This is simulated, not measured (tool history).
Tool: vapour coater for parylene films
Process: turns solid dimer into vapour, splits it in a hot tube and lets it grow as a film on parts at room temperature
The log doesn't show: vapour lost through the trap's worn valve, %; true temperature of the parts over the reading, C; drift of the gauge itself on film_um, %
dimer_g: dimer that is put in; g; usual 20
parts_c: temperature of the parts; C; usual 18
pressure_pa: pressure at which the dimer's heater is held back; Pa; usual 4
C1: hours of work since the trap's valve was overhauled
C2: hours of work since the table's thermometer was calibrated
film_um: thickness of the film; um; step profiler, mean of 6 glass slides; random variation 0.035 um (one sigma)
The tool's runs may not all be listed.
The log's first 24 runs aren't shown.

run 25 hour=347.9 | dimer_g=19 parts_c=18 pressure_pa=4 | C1=81 C2=946 | film_um=4.67
run 26 hour=361.4 | dimer_g=19 parts_c=18 pressure_pa=2.5 | C1=93 C2=957 | film_um=5.04
run 27 hour=372 | dimer_g=9 parts_c=27 pressure_pa=10.17 | C1=101 C2=966 | film_um=1.68
run 28 hour=391.3 | dimer_g=12 parts_c=14 pressure_pa=4.35 | C1=117 C2=982 | film_um=3.21
run 29 hour=401.1 | dimer_g=24 parts_c=22 pressure_pa=7.08 | C1=125 C2=990 | film_um=5.15
run 30 hour=415.7 | dimer_g=23 parts_c=10 pressure_pa=6.54 | C1=137 C2=1002 | film_um=6.16
run 31 hour=428 | dimer_g=23 parts_c=24 pressure_pa=6.54 | C1=147 C2=1012 | film_um=4.77
run 32 hour=440.6 | dimer_g=12 parts_c=18 pressure_pa=9.78 | C1=158 C2=1023 | film_um=2.67
run 33 hour=460.4 | dimer_g=20 parts_c=29 pressure_pa=4 | C1=174 C2=1039 | film_um=4.01
run 34 hour=481.8 | dimer_g=14 parts_c=11 pressure_pa=4.11 | C1=192 C2=1056 | film_um=3.86
run 35 hour=503.1 | dimer_g=14 parts_c=11 pressure_pa=4.11 | C1=209 C2=1074 | film_um=3.88
run 36 hour=520.4 | dimer_g=14 parts_c=11 pressure_pa=4.11 | C1=223 C2=1088 | film_um=3.83
run 37 hour=536.2 | dimer_g=14 parts_c=11 pressure_pa=4.11 | C1=236 C2=1101 | film_um=3.85
run 38 hour=552.2 | dimer_g=14 parts_c=12 pressure_pa=7.98 | C1=250 C2=1114 | film_um=3.45
run 39 hour=565.3 | dimer_g=10 parts_c=27 pressure_pa=4.39 | C1=260 C2=1125 | film_um=2.03
run 40 hour=586.6 | dimer_g=20 parts_c=17 pressure_pa=4 | C1=278 C2=1143 | film_um=4.89
run 41 hour=596.5 | dimer_g=20 parts_c=17 pressure_pa=4 | C1=286 C2=1151 | film_um=4.89
run 42 hour=607 | dimer_g=10 parts_c=18 pressure_pa=4 | C1=295 C2=1159 | film_um=2.43
run 43 hour=621.3 | dimer_g=10 parts_c=18 pressure_pa=4 | C1=306 C2=1171 | film_um=2.45
run 44 hour=632 | dimer_g=34 parts_c=18 pressure_pa=3.94 | C1=315 C2=1180 | film_um=8.18

3 ways to go on from here, each from the tool as it stands after run 44. What would each give?
run A hour=644.4 | dimer_g=12 parts_c=17 pressure_pa=4 | C1=326 C2=1190 | film_um=?
run B hour=644.4 | dimer_g=27 parts_c=22 pressure_pa=6.35 | C1=326 C2=1190 | film_um=?
run C hour=644.4 | dimer_g=26 parts_c=12 pressure_pa=3.08 | C1=326 C2=1190 | film_um=?

run=A film_um=2.93
run=B film_um=5.71
run=C film_um=7.25
Without the tool's hidden state the same runs would have given:
run=A film_um=3.02
run=B film_um=5.88
run=C film_um=7.47
